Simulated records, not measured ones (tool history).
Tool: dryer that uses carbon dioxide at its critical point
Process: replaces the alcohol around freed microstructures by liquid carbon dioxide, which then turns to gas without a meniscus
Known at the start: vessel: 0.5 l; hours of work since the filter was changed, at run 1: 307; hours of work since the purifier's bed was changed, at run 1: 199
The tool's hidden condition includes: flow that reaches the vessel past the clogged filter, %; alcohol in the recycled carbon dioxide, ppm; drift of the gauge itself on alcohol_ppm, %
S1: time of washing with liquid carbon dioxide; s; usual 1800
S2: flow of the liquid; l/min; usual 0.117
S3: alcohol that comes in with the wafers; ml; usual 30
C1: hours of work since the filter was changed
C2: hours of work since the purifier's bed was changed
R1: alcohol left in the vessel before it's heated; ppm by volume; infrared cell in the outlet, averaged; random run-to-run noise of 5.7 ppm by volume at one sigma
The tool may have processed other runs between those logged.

run	hour	S1	S2	S3	C1	C2	R1
1	0.0	1800	0.117	30	307	199	509
2	11.3	1800	0.117	30	312	205	518
3	19.9	1800	0.177	30	316	208	87
4	31.7	1500	0.117	30	321	214	1149
5	42.0	1500	0.117	30	326	218	1134
6	52.9	1500	0.117	30	331	223	1202
7	63.0	1500	0.117	30	335	228	1186
8	69.4	1800	0.135	30	338	231	293
# hour 75.1: inlet filter changed
9	77.0	1800	0.135	30	1	234	119
10	82.9	2100	0.135	30	3	237	84
11	95.0	1800	0.117	30	9	242	250
12	101.1	1800	0.117	30	12	245	234
13	107.2	1800	0.095	30	15	248	606
14	114.2	1800	0.095	30	18	251	612
15	120.7	2160	0.095	30	21	254	272
16	131.0	1800	0.185	30	25	258	66
17	139.5	1800	0.185	30	29	262	68
18	151.7	1800	0.123	30	35	268	211
19	162.3	2340	0.117	111	40	273	198
20	173.0	1800	0.117	30	44	277	266
21	181.3	2160	0.075	30	48	281	780
22	191.2	1740	0.143	94	53	286	327
23	200.0	1860	0.143	77	57	290	193
24	206.3	1260	0.183	55	60	293	333
25	214.6	1260	0.183	55	63	296	343
26	222.7	1260	0.183	55	67	300	337
27	232.1	1260	0.191	22	71	304	149
28	243.3	1260	0.191	22	76	309	156
29	255.4	1800	0.122	101	82	315	701
30	267.0	1800	0.172	101	87	320	138
31	272.5	1800	0.172	101	90	323	126

Pick out some run-to-run changes in R1. Of each, how much would a tool without hidden state show as well, from the settings, what came in and chance, and how much is left for the hidden state and any gauge scatter not in both results compared?
Run 2 -> 3: S2 0.117 -> 0.177. R1 -431 ppm by volume: hidden state -261, all else -170.
Run 3 -> 4: S1 1800 -> 1500, S2 0.177 -> 0.117. R1 +1062 ppm by volume: hidden state +585, all else +477.
Run 7 -> 8: S1 1500 -> 1800, S2 0.117 -> 0.135. R1 -893 ppm by volume: hidden state -479, all else -414.
Run 29 -> 30: S2 0.122 -> 0.172. R1 -563 ppm by volume: hidden state -129, all else -434.
